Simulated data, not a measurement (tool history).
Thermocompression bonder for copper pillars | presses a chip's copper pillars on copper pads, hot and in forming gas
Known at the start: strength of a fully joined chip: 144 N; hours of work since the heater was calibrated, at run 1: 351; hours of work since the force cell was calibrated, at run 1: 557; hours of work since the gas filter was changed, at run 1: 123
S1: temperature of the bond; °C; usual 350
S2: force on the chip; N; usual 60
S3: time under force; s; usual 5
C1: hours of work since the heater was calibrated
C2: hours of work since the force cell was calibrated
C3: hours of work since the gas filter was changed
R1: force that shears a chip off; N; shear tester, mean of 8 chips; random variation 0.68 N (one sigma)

| run | day | S1 | S2 | S3 | C1 | C2 | C3 | R1 |
|---|---|---|---|---|---|---|---|---|
| 1 | 0 | 350 | 60 | 5 | 351 | 557 | 123 | 67.2 |
| 2 | 0.646 | 350 | 60 | 5 | 360 | 566 | 132 | 68.2 |
| 3 | 1.746 | 350 | 60 | 5 | 376 | 582 | 148 | 68 |
| 4 | 2.358 | 350 | 60 | 5 | 385 | 591 | 157 | 68 |
| 5 | 3.562 | 350 | 60 | 5 | 403 | 609 | 174 | 67.4 |
| 6 | 4.758 | 350 | 60 | 5 | 420 | 626 | 192 | 67.6 |
| 7 | 5.712 | 341 | 79 | 5 | 434 | 640 | 205 | 79 |
| 8 | 6.412 | 350 | 81 | 5 | 444 | 650 | 216 | 86.2 |
| 9 | 7.008 | 337 | 60 | 5 | 452 | 658 | 224 | 60.9 |
| 10 | 7.95 | 362 | 60 | 3 | 466 | 672 | 238 | 60 |

4 ways to go on from here, each from the tool as it stands after run 10. What would each give?
| A | 9.392 | 350 | 54 | 3 | 487 | 693 | 259 | ? |
| B | 9.392 | 365 | 60 | 5 | 487 | 693 | 259 | ? |
| C | 9.392 | 350 | 40 | 5 | 487 | 693 | 259 | ? |
| D | 9.392 | 370 | 60 | 3 | 487 | 693 | 259 | ? |

| run | R1 |
|---|---|
| A | 51.4 |
| B | 74.6 |
| C | 46.2 |
| D | 64.2 |
Without the tool's hidden state the same runs would have given:
| run | R1 |
|---|---|
| A | 50.2 |
| B | 73.8 |
| C | 45 |
| D | 63.1 |
